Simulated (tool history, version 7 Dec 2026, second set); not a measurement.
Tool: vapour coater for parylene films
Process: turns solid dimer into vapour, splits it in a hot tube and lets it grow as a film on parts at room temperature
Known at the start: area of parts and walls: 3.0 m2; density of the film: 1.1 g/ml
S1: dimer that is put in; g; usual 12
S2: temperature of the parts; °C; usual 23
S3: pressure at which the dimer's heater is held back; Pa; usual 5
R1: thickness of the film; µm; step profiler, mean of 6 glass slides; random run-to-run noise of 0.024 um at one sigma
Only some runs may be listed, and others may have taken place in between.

{"run": 1, "hour": 0.0, "S1": 12, "S2": 23, "S3": 5, "R1": 1.85}
{"run": 2, "hour": 18.1, "S1": 12, "S2": 23, "S3": 5, "R1": 1.81}
{"run": 3, "hour": 35.5, "S1": 12, "S2": 23, "S3": 5, "R1": 1.85}
{"run": 4, "hour": 48.7, "S1": 12, "S2": 23, "S3": 5, "R1": 1.86}
{"run": 5, "hour": 63.9, "S1": 12, "S2": 23, "S3": 5, "R1": 1.76}
{"run": 6, "hour": 83.8, "S1": 12, "S2": 23, "S3": 5, "R1": 1.78}
{"run": 7, "hour": 98.7, "S1": 12, "S2": 23, "S3": 5, "R1": 1.76}
{"run": 8, "hour": 126.5, "S1": 12, "S2": 23, "S3": 5, "R1": 1.8}
{"run": 9, "hour": 146.2, "S1": 12, "S2": 23, "S3": 5, "R1": 1.74}
{"run": 10, "hour": 175.4, "S1": 12, "S2": 23, "S3": 5, "R1": 1.76}
{"run": 11, "hour": 197.9, "S1": 12, "S2": 23, "S3": 9.85, "R1": 1.64}
{"run": 12, "hour": 222.8, "S1": 12, "S2": 23, "S3": 5, "R1": 1.79}
{"hour": 229.2, "done": "trap's valve overhauled"}
{"run": 13, "hour": 255.8, "S1": 18, "S2": 23, "S3": 5, "R1": 2.55}
{"run": 14, "hour": 270.5, "S1": 18, "S2": 23, "S3": 5, "R1": 2.55}
{"run": 15, "hour": 293.5, "S1": 18, "S2": 23, "S3": 5, "R1": 2.48}
{"run": 16, "hour": 323.6, "S1": 18, "S2": 23, "S3": 5, "R1": 2.51}
{"run": 17, "hour": 340.5, "S1": 20, "S2": 23, "S3": 5, "R1": 2.71}
{"hour": 360.7, "done": "trap's valve overhauled, once more"}
{"run": 18, "hour": 365.7, "S1": 11, "S2": 23, "S3": 5, "R1": 1.72}
{"run": 19, "hour": 379.9, "S1": 7, "S2": 23, "S3": 9.95, "R1": 1.03}
{"run": 20, "hour": 395.9, "S1": 7, "S2": 30, "S3": 8.09, "R1": 0.76}
{"run": 21, "hour": 410.3, "S1": 7, "S2": 30, "S3": 8.09, "R1": 0.76}
{"run": 22, "hour": 429.2, "S1": 21, "S2": 30, "S3": 5.47, "R1": 2.32}
{"run": 23, "hour": 454.8, "S1": 14, "S2": 23, "S3": 11.62, "R1": 2.05}
{"run": 24, "hour": 472.1, "S1": 12, "S2": 20, "S3": 5.29, "R1": 2.17}
{"run": 25, "hour": 497.2, "S1": 11, "S2": 19, "S3": 5.29, "R1": 2.07}
{"run": 26, "hour": 521.2, "S1": 9, "S2": 23, "S3": 2.51, "R1": 1.48}
{"run": 27, "hour": 547.8, "S1": 12, "S2": 23, "S3": 2.51, "R1": 1.99}
{"run": 28, "hour": 560.7, "S1": 8, "S2": 22, "S3": 5, "R1": 1.27}
{"run": 29, "hour": 576.7, "S1": 12, "S2": 15, "S3": 3.34, "R1": 2.8}
{"run": 30, "hour": 604.4, "S1": 16, "S2": 22, "S3": 5, "R1": 2.51}
{"run": 31, "hour": 625.2, "S1": 12, "S2": 16, "S3": 8.81, "R1": 2.41}
{"run": 32, "hour": 639.2, "S1": 9, "S2": 33, "S3": 7.25, "R1": 0.82}
{"run": 33, "hour": 658.1, "S1": 5, "S2": 26, "S3": 7.25, "R1": 0.64}
{"run": 34, "hour": 688.2, "S1": 8, "S2": 23, "S3": 4.46, "R1": 1.2}
{"run": 35, "hour": 710.8, "S1": 19, "S2": 27, "S3": 4.46, "R1": 2.35}

Alternative continuations, all from the tool just after run 35; predict every row:
{"run": "A", "hour": 724.2, "S1": 22, "S2": 33, "S3": 2.66, "R1": "?"}
{"run": "B", "hour": 724.2, "S1": 19, "S2": 24, "S3": 4.46, "R1": "?"}
{"run": "C", "hour": 724.2, "S1": 19, "S2": 27, "S3": 3.43, "R1": "?"}

run=A R1=2.15
run=B R1=2.69
run=C R1=2.36
Stripped of hidden state, with their random variation kept, the same runs would have yielded:
run=A R1=2.32
run=B R1=2.9
run=C R1=2.54

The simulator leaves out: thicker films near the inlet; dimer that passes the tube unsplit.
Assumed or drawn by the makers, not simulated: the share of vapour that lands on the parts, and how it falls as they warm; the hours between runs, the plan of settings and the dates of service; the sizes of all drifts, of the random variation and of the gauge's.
